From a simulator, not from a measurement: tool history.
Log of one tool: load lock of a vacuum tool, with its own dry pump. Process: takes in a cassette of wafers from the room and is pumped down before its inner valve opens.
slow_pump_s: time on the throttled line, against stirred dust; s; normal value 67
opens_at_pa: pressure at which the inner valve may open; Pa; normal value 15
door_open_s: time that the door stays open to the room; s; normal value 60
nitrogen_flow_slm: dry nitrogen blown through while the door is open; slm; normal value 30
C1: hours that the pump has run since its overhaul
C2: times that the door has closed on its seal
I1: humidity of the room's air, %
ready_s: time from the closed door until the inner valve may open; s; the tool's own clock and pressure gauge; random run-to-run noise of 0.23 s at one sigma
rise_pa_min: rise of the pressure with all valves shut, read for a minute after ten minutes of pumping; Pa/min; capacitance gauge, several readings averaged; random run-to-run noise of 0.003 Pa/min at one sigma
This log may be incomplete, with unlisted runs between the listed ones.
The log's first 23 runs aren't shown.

{"run": 24, "hour": 10882.8, "slow_pump_s": 67, "opens_at_pa": 17, "door_open_s": 60, "nitrogen_flow_slm": 30, "C1": 9607, "C2": 17804, "I1": 45.1, "ready_s": 95.6, "rise_pa_min": 0.046}
{"run": 25, "hour": 11390.7, "slow_pump_s": 67, "opens_at_pa": 17, "door_open_s": 138, "nitrogen_flow_slm": 45, "C1": 10115, "C2": 19018, "I1": 43.2, "ready_s": 95.4, "rise_pa_min": 0.062}
{"run": 26, "hour": 11697.9, "slow_pump_s": 94, "opens_at_pa": 13, "door_open_s": 50, "nitrogen_flow_slm": 5, "C1": 10422, "C2": 19752, "I1": 42.5, "ready_s": 119.5, "rise_pa_min": 0.058}
{"run": 27, "hour": 11948.1, "slow_pump_s": 94, "opens_at_pa": 13, "door_open_s": 50, "nitrogen_flow_slm": 5, "C1": 10673, "C2": 20350, "I1": 47.6, "ready_s": 119.3, "rise_pa_min": 0.058}
{"run": 28, "hour": 12220.3, "slow_pump_s": 67, "opens_at_pa": 14, "door_open_s": 60, "nitrogen_flow_slm": 5, "C1": 10945, "C2": 21001, "I1": 46, "ready_s": 96.1, "rise_pa_min": 0.065}
{"run": 29, "hour": 12807.4, "slow_pump_s": 70, "opens_at_pa": 11, "door_open_s": 28, "nitrogen_flow_slm": 5, "C1": 11532, "C2": 22404, "I1": 42.3, "ready_s": 99.9, "rise_pa_min": 0.037}
{"run": 30, "hour": 13208.2, "slow_pump_s": 117, "opens_at_pa": 15, "door_open_s": 43, "nitrogen_flow_slm": 30, "C1": 11933, "C2": 23362, "I1": 43.3, "ready_s": 138.6, "rise_pa_min": 0.033}
{"run": 31, "hour": 13491.4, "slow_pump_s": 74, "opens_at_pa": 15, "door_open_s": 209, "nitrogen_flow_slm": 30, "C1": 12216, "C2": 24039, "I1": 43.3, "ready_s": 101.9, "rise_pa_min": 0.107}
{"run": 32, "hour": 14059.4, "slow_pump_s": 79, "opens_at_pa": 19, "door_open_s": 56, "nitrogen_flow_slm": 4, "C1": 12784, "C2": 25396, "I1": 42.7, "ready_s": 105.2, "rise_pa_min": 0.063}
{"run": 33, "hour": 14513.0, "slow_pump_s": 79, "opens_at_pa": 19, "door_open_s": 56, "nitrogen_flow_slm": 4, "C1": 13238, "C2": 26480, "I1": 44.1, "ready_s": 105.4, "rise_pa_min": 0.064}
{"run": 34, "hour": 14756.3, "slow_pump_s": 79, "opens_at_pa": 19, "door_open_s": 56, "nitrogen_flow_slm": 4, "C1": 13481, "C2": 27062, "I1": 43.8, "ready_s": 105.3, "rise_pa_min": 0.063}
{"run": 35, "hour": 15072.1, "slow_pump_s": 67, "opens_at_pa": 10, "door_open_s": 133, "nitrogen_flow_slm": 30, "C1": 13797, "C2": 27816, "I1": 44.2, "ready_s": 98, "rise_pa_min": 0.076}
{"run": 36, "hour": 15622.4, "slow_pump_s": 46, "opens_at_pa": 12, "door_open_s": 133, "nitrogen_flow_slm": 28, "C1": 14347, "C2": 29131, "I1": 46.2, "ready_s": 79.5, "rise_pa_min": 0.076}
{"run": 37, "hour": 15898.6, "slow_pump_s": 67, "opens_at_pa": 24, "door_open_s": 37, "nitrogen_flow_slm": 30, "C1": 14623, "C2": 29792, "I1": 42.2, "ready_s": 93.8, "rise_pa_min": 0.028}

4 ways to go on from here, each from the tool as it stands after run 37. What would each give?
{"run": "A", "hour": 16327.3, "slow_pump_s": 67, "opens_at_pa": 15, "door_open_s": 29, "nitrogen_flow_slm": 6, "C1": 15052, "C2": 30816, "I1": 42.8, "ready_s": "?", "rise_pa_min": "?"}
{"run": "B", "hour": 16327.3, "slow_pump_s": 67, "opens_at_pa": 24, "door_open_s": 226, "nitrogen_flow_slm": 30, "C1": 15052, "C2": 30816, "I1": 44.9, "ready_s": "?", "rise_pa_min": "?"}
{"run": "C", "hour": 16327.3, "slow_pump_s": 38, "opens_at_pa": 15, "door_open_s": 60, "nitrogen_flow_slm": 4, "C1": 15052, "C2": 30816, "I1": 45.3, "ready_s": "?", "rise_pa_min": "?"}
{"run": "D", "hour": 16327.3, "slow_pump_s": 67, "opens_at_pa": 15, "door_open_s": 81, "nitrogen_flow_slm": 30, "C1": 15052, "C2": 30816, "I1": 47.5, "ready_s": "?", "rise_pa_min": "?"}

run=A ready_s=96 rise_pa_min=0.036
run=B ready_s=93.7 rise_pa_min=0.114
run=C ready_s=71.5 rise_pa_min=0.068
run=D ready_s=96 rise_pa_min=0.054
Without the tool's unlogged condition, the same runs would have read:
run=A ready_s=96 rise_pa_min=0.035
run=B ready_s=93.7 rise_pa_min=0.113
run=C ready_s=71.5 rise_pa_min=0.067
run=D ready_s=96 rise_pa_min=0.053

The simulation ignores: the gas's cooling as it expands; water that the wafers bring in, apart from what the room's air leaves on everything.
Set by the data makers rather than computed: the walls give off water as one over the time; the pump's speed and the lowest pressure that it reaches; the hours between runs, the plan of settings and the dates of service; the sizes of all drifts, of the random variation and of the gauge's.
